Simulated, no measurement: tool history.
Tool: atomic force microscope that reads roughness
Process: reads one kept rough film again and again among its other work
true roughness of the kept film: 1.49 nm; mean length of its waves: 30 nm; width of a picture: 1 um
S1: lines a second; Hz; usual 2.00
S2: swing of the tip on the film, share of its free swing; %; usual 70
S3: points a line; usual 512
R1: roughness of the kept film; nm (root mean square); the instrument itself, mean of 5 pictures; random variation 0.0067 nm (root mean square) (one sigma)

Run 1, day 0.000: usual settings. Result: R1 1.203 nm (root mean square).
Run 2, day 0.604: usual settings. Result: R1 1.172 nm (root mean square).
Run 3, day 1.171: usual settings. Result: R1 1.181 nm (root mean square).
At day 1.658: new tip fitted.
Run 4, day 1.988: usual settings. Result: R1 1.326 nm (root mean square).
Run 5, day 2.808: usual settings. Result: R1 1.267 nm (root mean square).
Run 6, day 3.517: usual settings. Result: R1 1.243 nm (root mean square).
Run 7, day 4.046: usual settings. Result: R1 1.218 nm (root mean square).
Run 8, day 4.679: usual settings. Result: R1 1.186 nm (root mean square).
Run 9, day 5.133: usual settings. Result: R1 1.169 nm (root mean square).
At day 5.608: new tip fitted.
Run 10, day 5.821: usual settings. Result: R1 1.318 nm (root mean square).
Run 11, day 6.421: usual settings but S1 0.85 Hz. Result: R1 1.321 nm (root mean square).
Run 12, day 6.938: usual settings. Result: R1 1.252 nm (root mean square).
Run 13, day 7.521: usual settings. Result: R1 1.229 nm (root mean square).
Run 14, day 8.029: usual settings but S1 2.05 Hz. Result: R1 1.230 nm (root mean square).
Run 15, day 8.612: usual settings but S1 2.05 Hz. Result: R1 1.188 nm (root mean square).
Run 16, day 9.017: usual settings but S2 67 %. Result: R1 1.198 nm (root mean square).
At day 9.558: new tip fitted.
Run 17, day 9.775: usual settings but S2 67 %. Result: R1 1.323 nm (root mean square).
Run 18, day 10.383: usual settings but S2 67 %. Result: R1 1.292 nm (root mean square).
Run 19, day 11.150: usual settings but S2 67 %. Result: R1 1.261 nm (root mean square).
Run 20, day 11.571: usual settings but S1 0.87 Hz, S2 67 %. Result: R1 1.252 nm (root mean square).
Run 21, day 11.933: usual settings but S2 63 %. Result: R1 1.234 nm (root mean square).
Run 22, day 12.500: usual settings but S1 0.56 Hz, S2 63 %. Result: R1 1.240 nm (root mean square).
Run 23, day 12.838: usual settings but S1 0.56 Hz, S2 81 %. Result: R1 1.203 nm (root mean square).
At day 13.504: new tip fitted.
Run 24, day 13.650: usual settings but S1 0.56 Hz, S2 81 %. Result: R1 1.342 nm (root mean square).
Run 25, day 14.200: usual settings but S1 0.56 Hz, S2 81 %. Result: R1 1.326 nm (root mean square).
Run 26, day 14.862: usual settings but S1 0.56 Hz, S2 81 %. Result: R1 1.281 nm (root mean square).
Run 27, day 15.271: usual settings but S2 85 %. Result: R1 1.193 nm (root mean square).
Run 28, day 15.738: usual settings but S2 85 %. Result: R1 1.164 nm (root mean square).
Run 29, day 16.517: usual settings but S1 2.14 Hz, S2 69 %, S3 473. Result: R1 1.185 nm (root mean square).
At day 16.596: height scale calibrated on a step standard.
Run 30, day 17.096: usual settings but S1 2.14 Hz, S2 69 %, S3 473. Result: R1 1.156 nm (root mean square).
At day 17.496: new tip fitted.
Run 31, day 17.612: usual settings but S1 2.68 Hz, S2 74 %, S3 473. Result: R1 1.281 nm (root mean square).
Run 32, day 18.217: usual settings but S1 2.82 Hz, S2 88 %, S3 561. Result: R1 1.154 nm (root mean square).
Run 33, day 18.792: usual settings but S1 1.64 Hz, S2 79 %, S3 462. Result: R1 1.233 nm (root mean square).
Run 34, day 19.183: usual settings but S1 2.48 Hz, S2 86 %, S3 388. Result: R1 1.149 nm (root mean square).
At day 19.675: height scale calibrated on a step standard, once more.
Run 35, day 19.796: usual settings but S1 2.48 Hz, S2 86 %, S3 388. Result: R1 1.127 nm (root mean square).
Run 36, day 20.175: usual settings but S2 71 %, S3 422. Result: R1 1.201 nm (root mean square).
Run 37, day 20.879: usual settings but S1 2.86 Hz, S2 71 %, S3 302. Result: R1 1.147 nm (root mean square).
At day 21.462: new tip fitted.
Run 38, day 21.504: usual settings but S1 2.86 Hz, S2 71 %, S3 302. Result: R1 1.292 nm (root mean square).
Run 39, day 22.171: usual settings but S1 3.83 Hz, S2 71 %, S3 302. Result: R1 1.230 nm (root mean square).
Run 40, day 22.983: usual settings but S1 3.83 Hz, S2 85 %, S3 606. Result: R1 1.104 nm (root mean square).
Run 41, day 23.750: usual settings but S1 3.28 Hz, S2 85 %, S3 713. Result: R1 1.097 nm (root mean square).
Run 42, day 24.150: usual settings but S1 3.79 Hz, S2 63 %, S3 424. Result: R1 1.191 nm (root mean square).
Run 43, day 24.729: usual settings but S1 3.79 Hz, S2 63 %, S3 424. Result: R1 1.168 nm (root mean square).
Run 44, day 25.254: usual settings but S1 3.98 Hz, S2 86 %, S3 424. Result: R1 1.002 nm (root mean square).
At day 25.429: new tip fitted.
Run 45, day 26.071: usual settings but S1 1.21 Hz, S2 76 %, S3 797. Result: R1 1.311 nm (root mean square).
Run 46, day 26.471: usual settings but S1 1.21 Hz, S2 76 %, S3 797. Result: R1 1.285 nm (root mean square).
Run 47, day 26.992: usual settings but S1 2.04 Hz, S3 435. Result: R1 1.249 nm (root mean square).
Run 48, day 27.508: usual settings but S1 2.47 Hz, S2 90 %, S3 779. Result: R1 1.118 nm (root mean square).

Run 49 comes next. What will it give?
Run 49, day 27.862: usual settings but S1 0.70 Hz, S2 69 %, S3 336. Result: R1 ?.

Run 49 gave R1 1.248 nm (root mean square).
Without the tool's hidden state the same run would have given R1 1.359 nm (root mean square).
